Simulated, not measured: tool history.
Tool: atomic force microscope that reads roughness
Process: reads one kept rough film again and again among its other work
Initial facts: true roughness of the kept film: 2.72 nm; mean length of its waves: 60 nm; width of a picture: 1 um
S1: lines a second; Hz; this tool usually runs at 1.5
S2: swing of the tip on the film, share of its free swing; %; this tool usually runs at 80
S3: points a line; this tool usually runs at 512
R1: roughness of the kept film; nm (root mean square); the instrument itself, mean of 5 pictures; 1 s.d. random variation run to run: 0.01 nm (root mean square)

Run 1, hour 0: usual settings. Result: R1 2.333 nm (root mean square).
Run 2, hour 9: usual settings but S2 79 %. Result: R1 2.33 nm (root mean square).
Run 3, hour 25.1: usual settings. Result: R1 2.301 nm (root mean square).
At hour 27.5: height scale calibrated on a step standard.
Run 4, hour 38.3: usual settings. Result: R1 2.276 nm (root mean square).
Run 5, hour 47.2: usual settings. Result: R1 2.269 nm (root mean square).
At hour 59.7: height scale calibrated on a step standard, once more.
Run 6, hour 65.3: usual settings but S1 0.68 Hz. Result: R1 2.377 nm (root mean square).
Run 7, hour 78.9: usual settings but S1 0.55 Hz, S2 64 %, S3 793. Result: R1 2.427 nm (root mean square).
Run 8, hour 89: usual settings but S1 3.44 Hz, S2 77 %, S3 491. Result: R1 1.998 nm (root mean square).
Run 9, hour 101.6: usual settings but S1 1.18 Hz, S2 75 %, S3 491. Result: R1 2.25 nm (root mean square).
Run 10, hour 112.9: usual settings but S1 1.18 Hz, S2 60 %, S3 914. Result: R1 2.363 nm (root mean square).
At hour 118.4: new tip fitted.
Run 11, hour 121.6: usual settings but S1 0.72 Hz, S2 60 %, S3 449. Result: R1 2.594 nm (root mean square).

For some of the steps in R1 from one run to the next: how much would appear even if the tool had no hidden state, given the settings, what came in and random variation, and how much remains for the hidden state plus any gauge scatter that the measured result and the result without hidden state don't share?
What the log doesn't record here: radius of the tip, nm; height scale over the true one, %; drift of the gauge itself on roughness_nm, %.
Run 7 -> 8: S1 0.55 -> 3.44, S2 64 -> 77, S3 793 -> 491. R1 -0.429 nm (root mean square): hidden state +0.012, all else -0.441.
Run 10 -> 11: S1 1.18 -> 0.72, S3 914 -> 449, new tip fitted. R1 +0.231 nm (root mean square): hidden state +0.201, all else +0.03.
